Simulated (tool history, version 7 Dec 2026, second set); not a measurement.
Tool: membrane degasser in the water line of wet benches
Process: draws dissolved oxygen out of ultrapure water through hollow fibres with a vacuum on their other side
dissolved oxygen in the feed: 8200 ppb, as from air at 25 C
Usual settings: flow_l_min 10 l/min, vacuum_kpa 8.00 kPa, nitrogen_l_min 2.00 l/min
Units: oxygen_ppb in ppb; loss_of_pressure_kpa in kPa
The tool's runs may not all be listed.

run   hour  flow_l_min  vacuum_kpa  nitrogen_l_min  oxygen_ppb  loss_of_pressure_kpa
  1    0.0          10        8.00            2.00       186.7                 46.41
  2   51.4          10        8.00            2.00       184.2                 46.55
  3   90.7          10        8.00            2.00       189.5                 46.57
  4  120.1          10        8.00            2.00       188.4                 46.30
  5  165.9          10        8.00            2.00       189.0                 46.26
  6  211.2          10        8.00            2.00       189.2                 46.33
  7  269.8          10        8.00            2.00       192.6                 46.58
  8  332.2          11       14.28            2.95       250.4                 51.34
  9  379.3           8        8.71            2.00       148.7                 37.02
 10  411.8           8        8.71            2.00       149.3                 36.68
 11  456.9          12        8.00            1.34       271.5                 55.82
 12  492.0          12        8.00            1.34       263.9                 55.71
 13  538.1          12        8.00            1.34       271.3                 55.66

Measured less the same run without the tool's hidden state. The same run-to-run variation is in both; the gauge's scatter may not be:
The hidden state here: membrane still open, %; true pressure behind the membrane over the reading, kPa; air that leaks in behind the membrane, l/min; drift of the gauge itself on oxygen_ppb, %; drift of the gauge itself on loss_of_pressure_kpa, %.
run  oxygen_ppb  loss_of_pressure_kpa
  1        +3.9                 +0.33
  2        +3.9                 +0.34
  3        +4.1                 +0.35
  4        +4.2                 +0.36
  5        +4.4                 +0.37
  6        +4.4                 +0.38
  7        +4.8                 +0.39
  8        +5.8                 +0.44
  9        +4.1                 +0.33
 10        +4.1                 +0.33
 11        +6.1                 +0.52
 12        +6.1                 +0.53
 13        +6.4                 +0.53
